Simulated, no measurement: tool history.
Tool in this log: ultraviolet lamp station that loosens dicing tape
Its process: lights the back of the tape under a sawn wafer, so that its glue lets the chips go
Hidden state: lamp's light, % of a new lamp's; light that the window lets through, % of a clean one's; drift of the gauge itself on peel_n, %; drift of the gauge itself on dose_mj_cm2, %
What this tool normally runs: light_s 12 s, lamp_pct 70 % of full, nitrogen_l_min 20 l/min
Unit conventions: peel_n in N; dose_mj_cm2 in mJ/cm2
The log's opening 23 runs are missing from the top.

run   hour  light_s  lamp_pct  nitrogen_l_min  hours of work of the lamp  hours of work since the window was cleaned  peel_n  dose_mj_cm2
 24  450.6       12        71              20                        853                                         257   1.651          267
 25  472.7       12        71              20                        867                                         271    1.57          269
 26  492.8       20        93              13                        880                                         284   0.417          591
 27    522       20        93              13                        898                                         302   0.414          593
     531.1  -- window cleaned of glue's vapour
 28  546.8        7        70              19                        914                                          10   3.619          156
 29  564.1        7        70              19                        925                                          21   3.561          152
 30  587.8        8        73              22                        940                                          36   2.687          182
 31  608.9       18        73              22                        953                                          49   0.637          411
 32  632.8        6        92              22                        968                                          64   2.981          174
 33    662        6        92              22                        987                                          83   3.011          174
 34  678.4        6        92              22                        997                                          93    2.84          174
 35  696.2       12        91              10                       1008                                         104   1.536          348
 36  708.8       12        68              25                       1016                                         112   1.527          261
 37    737        8        61              20                       1034                                         130   3.523          157
 38  761.1        8        61              20                       1049                                         145   3.635          152
 39  775.9       13        70              36                       1059                                         155   1.044          284
 40  795.8        8        70              10                       1071                                         167   3.789          175

Branching from run 40: 3 alternative next runs. What would each branch give?
  A  817.2        7        70              20                       1085                                         181       ?            ?
  B  817.2       16        70              13                       1085                                         181       ?            ?
  C  817.2       11        71              17                       1085                                         181       ?            ?

run  peel_n  dose_mj_cm2
  A   3.484          158
  B   1.247          354
  C   1.983          245
Take away the tool's hidden state, keep each run's random variation, and the runs would have read:
run  peel_n  dose_mj_cm2
  A   3.474          158
  B   1.241          355
  C   1.975          246
